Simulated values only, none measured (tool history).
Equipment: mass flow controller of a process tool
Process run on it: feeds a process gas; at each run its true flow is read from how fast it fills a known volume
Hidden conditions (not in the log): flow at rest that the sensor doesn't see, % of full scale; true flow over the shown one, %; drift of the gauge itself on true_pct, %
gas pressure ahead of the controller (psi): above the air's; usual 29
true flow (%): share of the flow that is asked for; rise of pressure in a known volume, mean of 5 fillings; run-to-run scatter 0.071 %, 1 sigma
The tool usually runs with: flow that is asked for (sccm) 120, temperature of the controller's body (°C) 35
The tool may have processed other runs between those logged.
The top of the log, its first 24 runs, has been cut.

run	hour	flow that is asked for (sccm)	gas pressure ahead of the controller (psi)	temperature of the controller's body (°C)	hours of work since the controller was set to zero	hours of work since the controller was changed	true flow (%)
25	2050.5	181	29	30	550	550	100.29
26	2163.2	24	28	35	626	626	99.02
27	2277.2	69	35	36	702	702	99.44
28	2345.5	69	35	30	748	748	99.17
29	2402.7	69	35	30	787	787	99.32
30	2484.7	157	30.3	35	842	842	100.36
31	2583.1	63	30.3	27	908	908	98.81
32	2646.8	63	30.3	27	951	951	98.93
33	2779.4	73	27.3	26	1040	1040	98.86
34	2861.7	181	29	24	1095	1095	100.1
35	2970.5	181	34.7	32	1168	1168	100.87
36	3056.3	181	34.7	32	1226	1226	100.74
37	3128.3	120	22.8	22	1274	1274	99.26
38	3224.5	41	38.9	26	1339	1339	99.2
39	3294	180	26.1	25	1385	1385	100.31
40	3420.5	137	31.6	22	1470	1470	99.73
41	3536.1	137	31.6	22	1548	1548	99.79
42	3643.9	48	27	28	1620	1620	99.11
43	3776.8	48	22.8	33	1710	1710	99.45
44	3901.6	26	24.8	33	1794	1794	99.68
45	4034	29	20.7	33	1882	1882	99.66
46	4091.4	29	20.7	33	1921	1921	99.58
47	4197.8	29	20.7	33	1993	1993	99.59

Alternative continuations, all from the tool just after run 47; predict every row:
A	4324.2	173	22.8	36	2077	2077	?
B	4324.2	32	23.9	33	2077	2077	?
C	4324.2	72	31.8	24	2077	2077	?

run	true flow (%)
A	100.9
B	99.67
C	99.41
With the hidden condition removed and each run's random variation left untouched, the same runs would have given:
run	true flow (%)
A	100.08
B	98.08
C	98.34
